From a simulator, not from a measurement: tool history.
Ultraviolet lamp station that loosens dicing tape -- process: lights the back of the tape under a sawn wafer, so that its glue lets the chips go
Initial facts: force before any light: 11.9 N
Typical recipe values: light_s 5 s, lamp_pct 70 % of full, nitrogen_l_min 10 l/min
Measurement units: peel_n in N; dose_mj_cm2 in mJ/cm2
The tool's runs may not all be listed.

run,hour,light_s,lamp_pct,nitrogen_l_min,peel_n,dose_mj_cm2
1,0,5,70,10,1.396,356
2,28.4,5,70,10,1.318,353
3,81.6,4,70,10,2.101,282
# hour 130.4: window cleaned of glue's vapour
4,130.4,4,70,10,2.026,284
5,191,5,70,10,1.375,357
6,240.4,5,70,10,1.364,346
7,274.1,5,70,10,1.373,359
8,321.4,5,70,10,1.335,358
9,355.1,5,70,6,1.982,353
10,390.5,9,70,10,0.306,643
11,457.6,9,70,8,0.404,644
12,492.2,9,70,8,0.42,641
13,524.1,5,87,10,0.846,442
14,569.3,8,70,10,0.451,572
15,609.2,8,70,10,0.443,574
16,676.3,8,70,10,0.429,571
17,727.9,8,70,10,0.424,565
# hour 765.2: window cleaned of glue's vapour
18,788.3,8,94,10,0.203,772
19,844.1,8,94,10,0.197,768
20,873.3,8,94,10,0.219,762
21,917.2,8,94,10,0.204,759
22,967.4,5,90,14,0.561,464

Run 23 is up next; what results do you expect?
23,1026.8,7,90,19,?,?

Run 23 came out at peel_n 0.182 N, dose_mj_cm2 634 mJ/cm2.
If the tool had no hidden condition, the same run with the same run-to-run variation would have returned peel_n 0.182 N, dose_mj_cm2 635 mJ/cm2.
